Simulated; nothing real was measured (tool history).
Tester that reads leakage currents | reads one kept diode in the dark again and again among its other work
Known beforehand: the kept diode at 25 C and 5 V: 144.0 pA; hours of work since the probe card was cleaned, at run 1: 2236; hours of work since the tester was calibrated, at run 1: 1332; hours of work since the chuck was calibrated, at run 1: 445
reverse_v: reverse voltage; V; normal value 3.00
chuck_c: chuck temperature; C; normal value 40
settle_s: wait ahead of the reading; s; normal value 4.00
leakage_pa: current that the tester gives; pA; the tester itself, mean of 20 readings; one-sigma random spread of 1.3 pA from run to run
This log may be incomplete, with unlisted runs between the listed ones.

| run | hour | reverse_v | chuck_c | settle_s | hours of work since the probe card was cleaned | hours of work since the tester was calibrated | hours of work since the chuck was calibrated | leakage_pa |
|---|---|---|---|---|---|---|---|---|
| 1 | 0.0 | 3.00 | 40 | 4.00 | 2236 | 1332 | 445 | 471.45 |
| 2 | 35.2 | 3.00 | 40 | 4.00 | 2263 | 1359 | 473 | 473.53 |
| 3 | 92.8 | 3.00 | 40 | 4.00 | 2309 | 1405 | 518 | 476.68 |
| 4 | 152.9 | 3.00 | 40 | 4.00 | 2356 | 1452 | 566 | 477.11 |
| 5 | 201.3 | 3.00 | 40 | 4.00 | 2394 | 1491 | 604 | 479.07 |
| 6 | 248.9 | 5.45 | 40 | 4.00 | 2432 | 1528 | 642 | 636.02 |
| 7 | 306.2 | 6.81 | 40 | 4.00 | 2477 | 1573 | 687 | 708.85 |
| 8 | 356.6 | 6.81 | 40 | 4.00 | 2517 | 1613 | 727 | 711.31 |
| 9 | 412.7 | 6.81 | 40 | 2.90 | 2561 | 1657 | 771 | 712.37 |
| 10 | 470.5 | 6.81 | 40 | 2.90 | 2607 | 1703 | 816 | 716.78 |
| 11 | 524.3 | 3.00 | 38 | 4.00 | 2649 | 1745 | 859 | 413.22 |
|  | 530.8 | tester calibrated |
| 12 | 556.8 | 3.00 | 38 | 4.00 | 2673 | 21 | 883 | 412.09 |
| 13 | 587.6 | 10.25 | 40 | 4.00 | 2697 | 45 | 907 | 878.93 |
| 14 | 622.2 | 3.00 | 40 | 4.00 | 2725 | 72 | 934 | 491.77 |
| 15 | 661.5 | 3.00 | 40 | 4.00 | 2756 | 103 | 965 | 493.22 |
| 16 | 689.6 | 3.00 | 40 | 4.00 | 2778 | 125 | 988 | 494.78 |
|  | 703.5 | tester calibrated, once more |
| 17 | 726.4 | 3.00 | 40 | 4.00 | 2805 | 18 | 1015 | 492.64 |
| 18 | 768.5 | 3.00 | 40 | 4.00 | 2839 | 51 | 1048 | 492.87 |
| 19 | 823.8 | 3.00 | 40 | 4.00 | 2882 | 95 | 1092 | 498.81 |
| 20 | 864.4 | 10.45 | 40 | 4.00 | 2914 | 127 | 1124 | 894.08 |
| 21 | 908.7 | 10.45 | 40 | 4.00 | 2949 | 162 | 1159 | 900.53 |
| 22 | 960.0 | 10.45 | 40 | 4.00 | 2990 | 202 | 1199 | 902.79 |
| 23 | 999.2 | 3.00 | 37 | 1.67 | 3021 | 233 | 1230 | 384.82 |
| 24 | 1028.9 | 3.00 | 37 | 1.67 | 3044 | 257 | 1254 | 389.52 |
| 25 | 1076.0 | 5.36 | 38 | 1.42 | 3081 | 294 | 1291 | 558.33 |
| 26 | 1126.9 | 4.58 | 48 | 7.24 | 3121 | 334 | 1331 | 1210.73 |
| 27 | 1155.8 | 7.71 | 39 | 0.34 | 3144 | 357 | 1354 | 727.39 |
| 28 | 1180.5 | 7.79 | 40 | 1.14 | 3164 | 376 | 1373 | 794.99 |
|  | 1216.6 | chuck's temperature calibrated |
| 29 | 1236.7 | 1.72 | 29 | 0.55 | 3206 | 419 | 16 | 132.13 |
| 30 | 1277.3 | 1.72 | 29 | 0.55 | 3238 | 451 | 48 | 131.51 |
| 31 | 1310.0 | 1.72 | 29 | 0.55 | 3264 | 477 | 74 | 133.46 |
| 32 | 1344.2 | 3.00 | 39 | 7.63 | 3291 | 504 | 101 | 421.08 |
| 33 | 1380.4 | 3.14 | 25 | 4.00 | 3320 | 532 | 129 | 122.71 |
| 34 | 1433.9 | 1.55 | 27 | 0.30 | 3362 | 574 | 171 | 106.30 |
| 35 | 1488.8 | 1.01 | 35 | 0.60 | 3405 | 618 | 215 | 179.08 |
| 36 | 1514.1 | 1.01 | 35 | 0.60 | 3425 | 638 | 235 | 179.59 |
| 37 | 1569.9 | 4.35 | 27 | 0.40 | 3469 | 682 | 279 | 176.11 |
| 38 | 1606.6 | 7.57 | 22 | 0.41 | 3498 | 711 | 308 | 149.20 |
| 39 | 1637.3 | 13.66 | 56 | 0.42 | 3522 | 735 | 332 | 3579.14 |
| 40 | 1682.7 | 7.76 | 23 | 0.35 | 3558 | 771 | 368 | 166.21 |
| 41 | 1711.7 | 8.34 | 25 | 2.03 | 3581 | 794 | 391 | 203.84 |

Per-run results on a tool with no hidden state, each run keeping its own random variation:
Unlogged tool condition in this case: stray current of the dirty probe card, pA a volt; current scale over the true one, %; true chuck temperature over the reading, C; drift of the gauge itself on leakage_pa, %.
| run | leakage_pa |
|---|---|
| 1 | 448.60 |
| 2 | 449.49 |
| 3 | 450.92 |
| 4 | 449.64 |
| 5 | 449.91 |
| 6 | 594.14 |
| 7 | 659.20 |
| 8 | 659.42 |
| 9 | 658.02 |
| 10 | 659.72 |
| 11 | 379.49 |
| 12 | 376.97 |
| 13 | 799.73 |
| 14 | 449.05 |
| 15 | 449.14 |
| 16 | 449.71 |
| 17 | 449.14 |
| 18 | 448.12 |
| 19 | 451.95 |
| 20 | 802.98 |
| 21 | 806.46 |
| 22 | 805.75 |
| 23 | 343.43 |
| 24 | 346.99 |
| 25 | 495.10 |
| 26 | 1084.82 |
| 27 | 641.73 |
| 28 | 701.13 |
| 29 | 128.44 |
| 30 | 127.51 |
| 31 | 129.10 |
| 32 | 409.85 |
| 33 | 116.12 |
| 34 | 101.68 |
| 35 | 172.88 |
| 36 | 173.08 |
| 37 | 164.54 |
| 38 | 133.84 |
| 39 | 3443.58 |
| 40 | 149.08 |
| 41 | 183.87 |
